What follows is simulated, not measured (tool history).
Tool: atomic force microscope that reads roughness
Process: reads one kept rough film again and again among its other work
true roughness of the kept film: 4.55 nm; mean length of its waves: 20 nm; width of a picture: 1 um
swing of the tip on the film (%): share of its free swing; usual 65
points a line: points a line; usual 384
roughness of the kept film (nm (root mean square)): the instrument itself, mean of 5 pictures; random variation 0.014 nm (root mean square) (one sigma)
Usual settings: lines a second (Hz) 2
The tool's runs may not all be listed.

| run | hour | lines a second (Hz) | swing of the tip on the film (%) | points a line | roughness of the kept film (nm (root mean square)) |
|---|---|---|---|---|---|
| 1 | 0 | 2 | 65 | 384 | 3.419 |
| 2 | 24.6 | 2 | 65 | 384 | 3.469 |
| 3 | 39.8 | 2 | 65 | 384 | 3.439 |
| 4 | 58.4 | 2 | 65 | 384 | 3.441 |
| 5 | 71.3 | 2 | 65 | 384 | 3.463 |
| 6 | 86.2 | 2 | 65 | 384 | 3.468 |
|  | 96.5 | new tip fitted |
| 7 | 107.6 | 1.07 | 65 | 384 | 3.558 |
| 8 | 129.4 | 1.07 | 65 | 384 | 3.545 |
| 9 | 140.4 | 2 | 57 | 297 | 3.497 |

The next listed run, before its measurement:
| 10 | 164.4 | 1.23 | 73 | 784 | ? |

Run 10 gave roughness of the kept film (nm (root mean square)) 3.476.
Without the tool's hidden state the same run would have given roughness of the kept film (nm (root mean square)) 3.481.
